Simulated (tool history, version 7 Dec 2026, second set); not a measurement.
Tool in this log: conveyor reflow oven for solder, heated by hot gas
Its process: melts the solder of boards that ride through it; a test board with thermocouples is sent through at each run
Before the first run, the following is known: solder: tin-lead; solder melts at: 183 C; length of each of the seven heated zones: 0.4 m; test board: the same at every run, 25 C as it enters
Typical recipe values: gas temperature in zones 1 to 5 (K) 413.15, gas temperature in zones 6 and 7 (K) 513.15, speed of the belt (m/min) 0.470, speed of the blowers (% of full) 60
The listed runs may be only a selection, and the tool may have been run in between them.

run	day	gas temperature in zones 1 to 5 (K)	gas temperature in zones 6 and 7 (K)	speed of the belt (m/min)	speed of the blowers (% of full)	highest temperature of the board (K)	time above the solder's melting point (s)
1	0.000	413.15	513.15	0.470	60	498.35	85.7
2	0.721	413.15	527.15	0.470	60	511.15	94.8
3	2.342	413.15	527.15	0.470	60	510.85	95.0
4	3.788	413.15	527.15	0.470	60	510.55	93.9
5	5.462	413.15	527.15	0.470	60	510.65	94.5
6	7.138	413.15	527.15	0.470	60	511.75	94.6
# day 8.229: flux residue cleaned out of gas plates and filters
7	8.229	413.15	513.15	0.470	60	498.55	85.8
8	9.775	413.15	513.15	0.470	60	498.15	85.5
9	11.021	412.15	513.15	0.470	60	499.55	84.7
10	11.808	413.15	513.15	0.470	60	498.75	85.9
11	12.604	413.15	513.15	0.470	60	498.25	86.0
12	13.850	420.15	513.15	0.470	60	498.65	90.6
13	14.600	413.15	513.15	0.470	60	498.35	85.9
14	15.871	413.15	513.15	0.470	60	498.85	85.5
15	17.000	398.15	513.15	0.470	60	495.85	77.8
16	18.342	413.15	512.15	0.470	60	496.85	85.2
17	19.271	413.15	512.15	0.470	60	497.75	85.2
18	20.633	405.15	513.15	0.470	81	502.85	86.6
19	22.238	405.15	513.15	0.470	69	499.85	83.9
20	23.612	418.15	501.15	0.470	60	488.45	79.3
21	24.683	413.15	513.15	0.475	60	499.55	84.2
22	26.212	413.15	513.15	0.475	60	497.25	84.7
23	27.650	403.15	506.15	0.475	52	486.75	68.8
24	29.262	403.15	506.15	0.475	52	486.85	69.0
25	30.446	427.15	513.15	0.470	60	501.25	94.8
26	31.662	427.15	513.15	0.470	60	500.45	93.5
# day 33.162: flux residue cleaned out of gas plates and filters
27	33.238	413.15	502.15	0.538	60	485.25	61.4
28	34.258	413.15	513.15	0.470	80	503.55	90.0
29	35.642	408.15	501.15	0.512	81	489.85	70.2
30	36.567	408.15	501.15	0.512	81	490.15	70.5

Branching from run 30: 3 alternative next runs. What would each branch give?
A	38.017	403.15	501.15	0.512	81	?	?
B	38.017	413.15	510.15	0.470	60	?	?
C	38.017	413.15	516.15	0.470	60	?	?

run	highest temperature of the board (K)	time above the solder's melting point (s)
A	489.15	67.7
B	495.75	83.7
C	501.15	88.0
With no hidden state in the tool, these same runs would have given:
run	highest temperature of the board (K)	time above the solder's melting point (s)
A	489.35	67.7
B	495.85	83.7
C	501.25	88.0
